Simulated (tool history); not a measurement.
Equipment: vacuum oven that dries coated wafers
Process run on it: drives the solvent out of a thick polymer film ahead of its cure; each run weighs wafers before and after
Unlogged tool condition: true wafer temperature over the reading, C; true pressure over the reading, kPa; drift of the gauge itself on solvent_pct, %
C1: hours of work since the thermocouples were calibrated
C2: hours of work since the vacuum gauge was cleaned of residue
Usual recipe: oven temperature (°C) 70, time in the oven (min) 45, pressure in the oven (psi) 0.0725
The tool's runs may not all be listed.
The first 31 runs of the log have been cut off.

Run 32, hour 553.6: usual settings but oven temperature (°C) 81; C1 224; C2 56. Result: solvent left in the film (%) 0.46.
Run 33, hour 565.2: usual settings but oven temperature (°C) 68, pressure in the oven (psi) 0.0661; C1 231; C2 62. Result: solvent left in the film (%) 3.67.
Run 34, hour 587.3: usual settings but oven temperature (°C) 60, time in the oven (min) 62, pressure in the oven (psi) 0.1762; C1 243; C2 74. Result: solvent left in the film (%) 6.47.
Run 35, hour 597.3: usual settings but oven temperature (°C) 57, time in the oven (min) 32, pressure in the oven (psi) 0.1549; C1 248; C2 80. Result: solvent left in the film (%) 12.27.
Run 36, hour 621: usual settings but oven temperature (°C) 57, time in the oven (min) 32, pressure in the oven (psi) 0.1549; C1 261; C2 93. Result: solvent left in the film (%) 12.
Run 37, hour 633.9: usual settings but oven temperature (°C) 57, time in the oven (min) 32, pressure in the oven (psi) 0.1549; C1 268; C2 100. Result: solvent left in the film (%) 12.34.
Run 38, hour 647.5: usual settings but oven temperature (°C) 57, time in the oven (min) 32, pressure in the oven (psi) 0.1549; C1 275; C2 107. Result: solvent left in the film (%) 11.94.
Run 39, hour 668.4: usual settings but oven temperature (°C) 63, time in the oven (min) 35, pressure in the oven (psi) 0.1577; C1 287; C2 119. Result: solvent left in the film (%) 8.29.
Run 40, hour 690.3: usual settings but oven temperature (°C) 62, pressure in the oven (psi) 0.1392; C1 299; C2 130. Result: solvent left in the film (%) 7.07.
Run 41, hour 702.2: usual settings but oven temperature (°C) 77, time in the oven (min) 28, pressure in the oven (psi) 0.0477; C1 305; C2 137. Result: solvent left in the film (%) 2.28.
Run 42, hour 719: usual settings but oven temperature (°C) 63, time in the oven (min) 48, pressure in the oven (psi) 0.1832; C1 314; C2 146. Result: solvent left in the film (%) 6.29.
Run 43, hour 733.3: usual settings but oven temperature (°C) 58, time in the oven (min) 48, pressure in the oven (psi) 0.1832; C1 322; C2 154. Result: solvent left in the film (%) 9.3.
Run 44, hour 756.3: usual settings but oven temperature (°C) 58, time in the oven (min) 36, pressure in the oven (psi) 0.1832; C1 335; C2 166. Result: solvent left in the film (%) 10.79.
Run 45, hour 771: usual settings but oven temperature (°C) 58, time in the oven (min) 36, pressure in the oven (psi) 0.1932; C1 343; C2 174. Result: solvent left in the film (%) 11.07.
Run 46, hour 782.9: usual settings but oven temperature (°C) 55, pressure in the oven (psi) 0.1627; C1 349; C2 181. Result: solvent left in the film (%) 10.99.

What if the next run were any one of these 4? Each begins from the tool's condition after run 46:
Run A, hour 799.2: usual settings but oven temperature (°C) 55, time in the oven (min) 32, pressure in the oven (psi) 0.1627; C1 358; C2 190. Result: solvent left in the film (%) ?.
Run B, hour 799.2: usual settings but oven temperature (°C) 55, time in the oven (min) 39, pressure in the oven (psi) 0.1627; C1 358; C2 190. Result: solvent left in the film (%) ?.
Run C, hour 799.2: usual settings but pressure in the oven (psi) 0.1627; C1 358; C2 190. Result: solvent left in the film (%) ?.
Run D, hour 799.2: usual settings but time in the oven (min) 26; C1 358; C2 190. Result: solvent left in the film (%) ?.

run  solvent left in the film (%)
  A                         13.26
  B                         12.06
  C                          3.07
  D                          6.08
Stripped of hidden state, with their random variation kept, the same runs would have yielded:
run  solvent left in the film (%)
  A                         13.54
  B                         12.37
  C                          3.31
  D                           6.4
